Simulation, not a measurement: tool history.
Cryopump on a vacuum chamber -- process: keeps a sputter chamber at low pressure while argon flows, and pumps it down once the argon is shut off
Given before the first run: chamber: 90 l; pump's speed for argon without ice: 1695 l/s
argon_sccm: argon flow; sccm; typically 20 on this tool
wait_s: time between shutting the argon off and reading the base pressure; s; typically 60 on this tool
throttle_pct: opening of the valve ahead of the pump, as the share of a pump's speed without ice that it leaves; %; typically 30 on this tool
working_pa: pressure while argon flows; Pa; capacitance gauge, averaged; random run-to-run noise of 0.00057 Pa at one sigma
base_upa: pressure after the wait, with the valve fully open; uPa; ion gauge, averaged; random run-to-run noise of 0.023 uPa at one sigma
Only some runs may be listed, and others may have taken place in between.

Run 1, hour 0: usual settings. Result: working_pa 0.0671 Pa, base_upa 0.81 uPa.
Run 2, hour 72.2: usual settings. Result: working_pa 0.0684 Pa, base_upa 0.8 uPa.
Run 3, hour 166.8: usual settings but wait_s 117 s. Result: working_pa 0.0694 Pa, base_upa 0.59 uPa.
Run 4, hour 268.4: usual settings but wait_s 117 s. Result: working_pa 0.0701 Pa, base_upa 0.61 uPa.
Run 5, hour 340.4: usual settings but wait_s 117 s. Result: working_pa 0.0714 Pa, base_upa 0.59 uPa.
Run 6, hour 406.9: usual settings but wait_s 117 s. Result: working_pa 0.0704 Pa, base_upa 0.63 uPa.
At hour 442.3: pump warmed up, emptied and cooled again.
Run 7, hour 482.8: usual settings but wait_s 117 s. Result: working_pa 0.0674 Pa, base_upa 0.59 uPa.
Run 8, hour 554.3: usual settings but wait_s 117 s. Result: working_pa 0.0674 Pa, base_upa 0.58 uPa.
Run 9, hour 619.5: usual settings but wait_s 117 s. Result: working_pa 0.0681 Pa, base_upa 0.62 uPa.
Run 10, hour 712.2: usual settings but wait_s 117 s. Result: working_pa 0.0687 Pa, base_upa 0.66 uPa.
Run 11, hour 780.8: usual settings but wait_s 287 s. Result: working_pa 0.0708 Pa, base_upa 0.47 uPa.
Run 12, hour 845.1: usual settings but wait_s 287 s. Result: working_pa 0.0701 Pa, base_upa 0.52 uPa.
Run 13, hour 911.4: usual settings but argon_sccm 10 sccm, wait_s 287 s. Result: working_pa 0.0353 Pa, base_upa 0.54 uPa.
Run 14, hour 979.8: usual settings but argon_sccm 10 sccm, wait_s 287 s. Result: working_pa 0.0357 Pa, base_upa 0.52 uPa.
At hour 1042.6: pump warmed up, emptied and cooled again.
Run 15, hour 1092: usual settings but argon_sccm 10 sccm, wait_s 287 s. Result: working_pa 0.0324 Pa, base_upa 0.48 uPa.
Run 16, hour 1168.4: usual settings but argon_sccm 10 sccm, wait_s 287 s. Result: working_pa 0.0336 Pa, base_upa 0.54 uPa.
Run 17, hour 1235.7: usual settings. Result: working_pa 0.0689 Pa, base_upa 0.99 uPa.
Run 18, hour 1329.2: usual settings but argon_sccm 30 sccm. Result: working_pa 0.1033 Pa, base_upa 0.99 uPa.
Run 19, hour 1375.9: usual settings but throttle_pct 15 %. Result: working_pa 0.1354 Pa, base_upa 1.03 uPa.

The next listed run, before its measurement:
Run 20, hour 1451.5: usual settings but argon_sccm 22 sccm, throttle_pct 45 %. Result: working_pa ?, base_upa ?.

Run 20 yielded working_pa 0.0509 Pa, base_upa 1.02 uPa.
Take away the tool's hidden state, keep the run-to-run variation as it was, and the same run would have given working_pa 0.0471 Pa, base_upa 0.74 uPa.
